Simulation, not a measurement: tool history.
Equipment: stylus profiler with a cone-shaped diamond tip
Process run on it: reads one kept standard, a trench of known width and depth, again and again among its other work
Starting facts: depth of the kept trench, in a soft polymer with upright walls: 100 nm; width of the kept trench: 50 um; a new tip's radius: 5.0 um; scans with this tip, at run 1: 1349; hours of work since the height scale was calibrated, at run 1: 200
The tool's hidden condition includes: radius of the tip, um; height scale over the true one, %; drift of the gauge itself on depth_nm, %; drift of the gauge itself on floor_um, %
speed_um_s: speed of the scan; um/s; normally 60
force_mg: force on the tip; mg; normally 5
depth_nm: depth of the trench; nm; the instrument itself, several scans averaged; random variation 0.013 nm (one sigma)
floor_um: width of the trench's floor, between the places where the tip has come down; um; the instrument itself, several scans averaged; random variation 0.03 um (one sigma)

run	hour	speed_um_s	force_mg	scans with this tip	hours of work since the height scale was calibrated	depth_nm	floor_um
1	0	60	5	1349	200	101.18	47.8
2	27.4	60	5	1429	212	101.19	47.72
3	72.8	60	3.27	1561	232	100.93	47.73
4	113.6	60	3.27	1681	249	100.93	47.69
5	138.8	60	5	1754	260	101.24	47.68
6	162.4	60	5	1823	270	101.21	47.72
# hour 167.4: height scale calibrated on a step standard
7	188.5	21	2.43	1898	9	100.78	47.74
8	232.5	60	1.73	2026	28	100.64	47.66

The next listed run, before its measurement:
9	270	60	1.73	2135	44	?	?

For run 9 the tool returned depth_nm 100.67 nm, floor_um 47.6 um.
With the hidden condition absent and the run-to-run variation left alone, this run would have shown depth_nm 100.57 nm, floor_um 47.85 um.
